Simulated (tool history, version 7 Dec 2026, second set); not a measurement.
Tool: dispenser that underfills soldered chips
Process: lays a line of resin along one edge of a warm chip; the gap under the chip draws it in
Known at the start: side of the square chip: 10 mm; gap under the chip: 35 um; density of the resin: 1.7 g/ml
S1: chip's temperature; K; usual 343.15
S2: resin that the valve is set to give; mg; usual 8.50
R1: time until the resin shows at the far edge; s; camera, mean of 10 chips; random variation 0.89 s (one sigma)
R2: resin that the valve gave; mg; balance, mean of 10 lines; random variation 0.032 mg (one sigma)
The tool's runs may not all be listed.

run	day	S1	S2	R1	R2
1	0.000	343.15	8.50	111.6	8.04
# day 0.054: new syringe of resin
2	0.312	343.15	8.50	101.2	8.05
# day 0.496: new syringe of resin
3	0.721	343.15	8.50	104.4	7.95
# day 0.933: new syringe of resin
# day 1.021: dispensing valve cleaned and set on the balance
4	1.229	343.15	8.50	100.4	8.44
# day 1.433: new syringe of resin
5	1.754	343.15	8.50	105.7	8.46
# day 1.904: new syringe of resin
6	2.317	343.15	8.50	112.2	8.42
# day 2.354: new syringe of resin
7	2.725	343.15	8.50	107.6	8.45
# day 2.838: new syringe of resin
8	2.996	343.15	8.50	97.8	8.33
9	3.225	343.15	8.50	112.8	8.34
# day 3.288: new syringe of resin
10	3.504	343.15	8.50	100.1	8.39
# day 3.762: new syringe of resin
11	3.771	343.15	8.50	86.5	8.38
# day 4.204: new syringe of resin
12	4.262	338.15	8.50	107.6	8.32
# day 4.654: new syringe of resin
13	4.696	338.15	8.50	109.0	8.31
# day 5.133: new syringe of resin
14	5.217	343.15	8.50	94.1	8.27
# day 5.575: new syringe of resin
15	5.712	346.15	10.54	84.7	10.21
# day 6.054: new syringe of resin
16	6.167	346.15	10.54	83.4	10.24
# day 6.504: new syringe of resin
17	6.567	328.15	8.46	158.2	8.14
18	6.879	355.15	8.32	77.7	8.02
# day 6.942: new syringe of resin
19	7.129	351.15	10.15	72.5	9.72
# day 7.404: new syringe of resin
20	7.675	351.15	10.15	78.1	9.77
# day 7.879: new syringe of resin
21	8.092	343.15	10.07	99.1	9.64
# day 8.317: new syringe of resin
22	8.417	343.15	10.07	92.2	9.60
# day 8.767: new syringe of resin
23	8.779	338.15	8.14	110.2	7.75
# day 9.225: new syringe of resin
24	9.296	333.15	8.93	129.6	8.46

Run 25 comes next. What will it give?
# day 9.671: new syringe of resin
# day 9.825: stage's temperature calibrated
25	9.888	333.15	8.93	?	?

Run 25 gave R1 133.3 s, R2 8.47 mg.
Without the tool's hidden state the same run would have given R1 118.9 s, R2 8.98 mg.
